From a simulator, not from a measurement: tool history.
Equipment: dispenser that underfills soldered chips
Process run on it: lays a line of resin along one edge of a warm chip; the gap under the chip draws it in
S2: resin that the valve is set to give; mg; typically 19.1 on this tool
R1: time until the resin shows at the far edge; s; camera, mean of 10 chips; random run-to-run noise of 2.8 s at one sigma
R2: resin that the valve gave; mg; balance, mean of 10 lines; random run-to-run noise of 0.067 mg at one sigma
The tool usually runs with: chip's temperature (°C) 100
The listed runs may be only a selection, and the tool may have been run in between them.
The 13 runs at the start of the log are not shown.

{"hour": 105.7, "done": "new syringe of resin"}
{"hour": 106.7, "done": "dispensing valve cleaned and set on the balance"}
{"run": 14, "hour": 114.9, "chip's temperature (°C)": 100, "S2": 18.8, "R1": 324.0, "R2": 18.7}
{"hour": 115.7, "done": "new syringe of resin"}
{"run": 15, "hour": 120.5, "chip's temperature (°C)": 100, "S2": 18.8, "R1": 296.4, "R2": 18.81}
{"hour": 124.3, "done": "new syringe of resin"}
{"run": 16, "hour": 132.0, "chip's temperature (°C)": 103, "S2": 19.1, "R1": 276.7, "R2": 18.95}
{"hour": 132.8, "done": "new syringe of resin"}
{"run": 17, "hour": 139.3, "chip's temperature (°C)": 103, "S2": 19.1, "R1": 271.2, "R2": 18.89}
{"hour": 141.6, "done": "new syringe of resin"}
{"hour": 150.8, "done": "new syringe of resin"}
{"run": 18, "hour": 151.3, "chip's temperature (°C)": 111, "S2": 19.1, "R1": 167.0, "R2": 18.79}
{"hour": 159.5, "done": "new syringe of resin"}
{"run": 19, "hour": 159.6, "chip's temperature (°C)": 100, "S2": 16.5, "R1": 268.7, "R2": 16.14}
{"run": 20, "hour": 166.0, "chip's temperature (°C)": 108, "S2": 22.6, "R1": 207.1, "R2": 22.09}
{"hour": 169.0, "done": "new syringe of resin"}
{"run": 21, "hour": 174.9, "chip's temperature (°C)": 90, "S2": 21.0, "R1": 482.0, "R2": 20.42}
{"hour": 178.4, "done": "new syringe of resin"}
{"run": 22, "hour": 180.5, "chip's temperature (°C)": 100, "S2": 21.0, "R1": 277.5, "R2": 20.55}
{"hour": 186.9, "done": "new syringe of resin"}
{"run": 23, "hour": 191.4, "chip's temperature (°C)": 100, "S2": 21.0, "R1": 285.9, "R2": 20.45}
{"hour": 195.7, "done": "new syringe of resin"}
{"run": 24, "hour": 199.6, "chip's temperature (°C)": 95, "S2": 24.3, "R1": 365.0, "R2": 23.54}
{"hour": 204.3, "done": "new syringe of resin"}
{"run": 25, "hour": 209.0, "chip's temperature (°C)": 104, "S2": 23.2, "R1": 234.5, "R2": 22.43}
{"hour": 213.3, "done": "new syringe of resin"}
{"run": 26, "hour": 220.2, "chip's temperature (°C)": 111, "S2": 17.2, "R1": 194.1, "R2": 16.57}
{"hour": 222.0, "done": "new syringe of resin"}
{"hour": 225.9, "done": "stage's temperature calibrated"}
{"hour": 228.4, "done": "dispensing valve cleaned and set on the balance"}
{"hour": 233.2, "done": "new syringe of resin"}
{"run": 27, "hour": 233.6, "chip's temperature (°C)": 109, "S2": 16.4, "R1": 195.2, "R2": 16.4}
{"hour": 242.0, "done": "new syringe of resin"}
{"run": 28, "hour": 245.0, "chip's temperature (°C)": 90, "S2": 24.0, "R1": 485.7, "R2": 23.72}
{"hour": 250.6, "done": "new syringe of resin"}
{"run": 29, "hour": 252.2, "chip's temperature (°C)": 100, "S2": 19.5, "R1": 288.6, "R2": 19.29}
{"run": 30, "hour": 258.0, "chip's temperature (°C)": 100, "S2": 19.5, "R1": 337.9, "R2": 19.25}
{"hour": 259.2, "done": "new syringe of resin"}
{"hour": 267.8, "done": "new syringe of resin"}
{"run": 31, "hour": 268.5, "chip's temperature (°C)": 103, "S2": 21.0, "R1": 243.1, "R2": 20.72}

Forecast run 32:
{"hour": 276.6, "done": "new syringe of resin"}
{"run": 32, "hour": 278.8, "chip's temperature (°C)": 102, "S2": 18.8, "R1": "?", "R2": "?"}

R1: 282.2 s
R2: 18.53 mg
With no hidden state in the tool, this same run would have given R1 262.6 s, R2 18.87 mg.
